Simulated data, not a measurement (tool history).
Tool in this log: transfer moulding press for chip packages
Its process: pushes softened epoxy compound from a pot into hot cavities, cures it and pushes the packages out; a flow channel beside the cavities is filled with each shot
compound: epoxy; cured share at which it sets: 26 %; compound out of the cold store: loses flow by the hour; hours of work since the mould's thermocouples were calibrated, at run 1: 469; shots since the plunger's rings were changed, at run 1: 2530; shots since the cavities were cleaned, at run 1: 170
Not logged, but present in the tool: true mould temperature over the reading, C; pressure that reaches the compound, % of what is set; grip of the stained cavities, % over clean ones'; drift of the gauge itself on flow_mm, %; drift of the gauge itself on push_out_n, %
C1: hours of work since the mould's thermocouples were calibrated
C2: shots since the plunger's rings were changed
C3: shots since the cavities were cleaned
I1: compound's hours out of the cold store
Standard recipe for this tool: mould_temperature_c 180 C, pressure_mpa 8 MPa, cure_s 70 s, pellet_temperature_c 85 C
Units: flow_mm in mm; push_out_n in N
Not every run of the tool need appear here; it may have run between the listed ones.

Run 1, hour 0: usual settings; C1 469; C2 2530; C3 170; I1 41.3. Result: flow_mm 959 mm, push_out_n 308 N.
Run 2, hour 19: usual settings but pellet_temperature_c 77 C; C1 481; C2 2813; C3 453; I1 46.2. Result: flow_mm 917 mm, push_out_n 321 N.
At hour 35.8: cavities cleaned with cleaning compound and waxed.
Run 3, hour 37.4: usual settings but pellet_temperature_c 82 C; C1 491; C2 3065; C3 23; I1 33.6. Result: flow_mm 948 mm, push_out_n 323 N.
Run 4, hour 52.6: usual settings but pellet_temperature_c 82 C; C1 500; C2 3293; C3 251; I1 9.3. Result: flow_mm 1018 mm, push_out_n 345 N.
Run 5, hour 72: usual settings but pellet_temperature_c 90 C; C1 512; C2 3583; C3 541; I1 12.2. Result: flow_mm 1014 mm, push_out_n 321 N.
At hour 83.3: cavities cleaned with cleaning compound and waxed.
Run 6, hour 91.7: usual settings; C1 523; C2 3854; C3 126; I1 44.8. Result: flow_mm 930 mm, push_out_n 305 N.
Run 7, hour 111.1: usual settings; C1 535; C2 4143; C3 415; I1 31.3. Result: flow_mm 975 mm, push_out_n 322 N.
At hour 117.5: plunger's sealing rings changed.
Run 8, hour 126.5: usual settings but pressure_mpa 9.75 MPa; C1 543; C2 135; C3 608; I1 16.1. Result: flow_mm 1116 mm, push_out_n 338 N.
At hour 134: cavities cleaned with cleaning compound and waxed.
Run 9, hour 143.8: usual settings but pressure_mpa 9.75 MPa; C1 553; C2 370; C3 146; I1 42. Result: flow_mm 1036 mm, push_out_n 321 N.
Run 10, hour 160.4: usual settings but pressure_mpa 9.75 MPa; C1 563; C2 619; C3 395; I1 32.6. Result: flow_mm 1071 mm, push_out_n 314 N.
Run 11, hour 172.8: usual settings but pressure_mpa 9.75 MPa; C1 571; C2 803; C3 579; I1 14.7. Result: flow_mm 1119 mm, push_out_n 318 N.
At hour 181.2: cavities cleaned with cleaning compound and waxed.
Run 12, hour 188: usual settings but pressure_mpa 9.75 MPa; C1 579; C2 1008; C3 102; I1 18.8. Result: flow_mm 1106 mm, push_out_n 323 N.
Run 13, hour 209.3: usual settings but pressure_mpa 9.75 MPa; C1 592; C2 1326; C3 420; I1 29. Result: flow_mm 1087 mm, push_out_n 322 N.
At hour 228.5: cavities cleaned with cleaning compound and waxed.
Run 14, hour 228.5: usual settings but pressure_mpa 9.75 MPa, pellet_temperature_c 78 C; C1 603; C2 1590; C3 0; I1 20. Result: flow_mm 1103 mm, push_out_n 342 N.

What will run 15 give?
Run 15, hour 239.7: usual settings but pressure_mpa 9.75 MPa, pellet_temperature_c 78 C; C1 610; C2 1757; C3 167; I1 47. Result: flow_mm ?, push_out_n ?.

flow_mm: 1017 mm
push_out_n: 322 N
With no hidden state in the tool, this same run would have given flow_mm 1018 mm, push_out_n 322 N.
